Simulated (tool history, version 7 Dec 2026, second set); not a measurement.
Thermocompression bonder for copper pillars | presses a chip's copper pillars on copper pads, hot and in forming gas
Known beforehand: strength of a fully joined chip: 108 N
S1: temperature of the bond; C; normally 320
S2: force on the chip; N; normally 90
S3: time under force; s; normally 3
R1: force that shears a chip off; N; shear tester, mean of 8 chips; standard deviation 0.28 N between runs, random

run	hour	S1	S2	S3	R1
1	0	320	90	3	66
2	85.4	292	90	3	46.1
3	150.5	306	90	3	55.5
4	196	349	90	3	78.3
5	251.1	349	90	3	77.7
6	291.8	349	90	3	77.8
7	360.6	320	55	3	42
8	424	320	90	2	55.2
9	476.3	320	90	2	55.4
10	522.4	320	90	2	55.5
11	564.4	320	90	6	76.4
12	651.2	320	90	6	75.9
13	731.4	320	90	2	58
14	827.3	320	90	2	57.9
15	883.8	320	90	3	65.2
16	931.3	320	90	3	65.5
17	984	320	90	3	65
18	1059.9	320	90	3	65.3
19	1150.3	320	90	3	64.9
20	1229.3	301	92	2	49
21	1291.1	295	64	3	40.6
22	1359	350	90	3	81.3
23	1427.8	347	64	7	80.3
24	1524.9	346	90	3	79.7
25	1572.8	346	90	3	79.3
26	1647	346	90	3	74.3
27	1698.8	343	88	2	64.4
28	1779.8	343	88	2	64.1
29	1824.3	340	91	2	63.9
30	1874.1	316	90	3	61.5
31	1937.2	316	90	3	62
32	2002.5	345	72	7	81.7
33	2101.6	345	72	7	81.8
34	2146.3	328	90	3	67.5
35	2230.7	328	90	3	67.9
36	2324.8	328	90	3	67.3
37	2417.4	320	56	3	43.2
38	2508.6	320	56	3	45.5

The log once held 9 entries between its listed runs, left out of this copy. Where does each go, and what is different about the tool's unlogged condition between the listed run before it and the listed run after it?
Between runs 1 and 2: heater calibrated with a thermocouple chip (hour 45.7)
  true temperature of the bond over the reading, C: 12.9 -> 0.8; force that reaches the chip, % of what is set: 102.1 -> 102.2; oxide that the forming gas leaves, % of the face: 4.96 -> 5.64
  what was measured, less what the result would be without the hidden state, R1: +4.6 -> -1.2 N
Between runs 2 and 3: forming gas filter changed (hour 98.9)
  true temperature of the bond over the reading, C: 0.8 -> 1.2; oxide that the forming gas leaves, % of the face: 5.64 -> 0.91
  what was measured, less what the result would be without the hidden state, R1: -1.2 -> +1.4 N
Between runs 12 and 13: forming gas filter changed (hour 678.2)
  true temperature of the bond over the reading, C: 4.6 -> 5.2; force that reaches the chip, % of what is set: 102.6 -> 102.7; oxide that the forming gas leaves, % of the face: 4.5 -> 1.15
  what was measured, less what the result would be without the hidden state, R1: +0.4 -> +3.5 N
Between runs 19 and 20: force cell calibrated (hour 1159.2)
  true temperature of the bond over the reading, C: 8 -> 8.5; force that reaches the chip, % of what is set: 103 -> 104.5; oxide that the forming gas leaves, % of the face: 4.3 -> 4.91
  what was measured, less what the result would be without the hidden state, R1: +3.1 -> +3.9 N
Between runs 20 and 21: forming gas filter changed (hour 1261.5)
  true temperature of the bond over the reading, C: 8.5 -> 8.9; oxide that the forming gas leaves, % of the face: 4.91 -> 0.75
  what was measured, less what the result would be without the hidden state, R1: +3.9 -> +5.5 N
Between runs 21 and 22: force cell calibrated, once more (hour 1359)
  true temperature of the bond over the reading, C: 8.9 -> 9.3; force that reaches the chip, % of what is set: 104.5 -> 101.2; oxide that the forming gas leaves, % of the face: 0.75 -> 1.31
  what was measured, less what the result would be without the hidden state, R1: +5.5 -> +4.2 N
Between runs 25 and 26: heater calibrated with a thermocouple chip (hour 1618.5)
  true temperature of the bond over the reading, C: 10.8 -> 1.5; force that reaches the chip, % of what is set: 101.4 -> 101.5; oxide that the forming gas leaves, % of the face: 2.95 -> 3.51
  what was measured, less what the result would be without the hidden state, R1: +3.7 -> -0.9 N
Between runs 29 and 30: forming gas filter changed (hour 1843.6)
  true temperature of the bond over the reading, C: 2.7 -> 3; force that reaches the chip, % of what is set: 101.6 -> 101.7; oxide that the forming gas leaves, % of the face: 4.94 -> 0.73
  what was measured, less what the result would be without the hidden state, R1: -0.9 -> +2.2 N
Between runs 37 and 38: forming gas filter changed (hour 2422.6)
  true temperature of the bond over the reading, C: 6.6 -> 7.3; force that reaches the chip, % of what is set: 102.1 -> 102.2; oxide that the forming gas leaves, % of the face: 4.95 -> 1.2
  what was measured, less what the result would be without the hidden state, R1: +1.8 -> +3.8 N
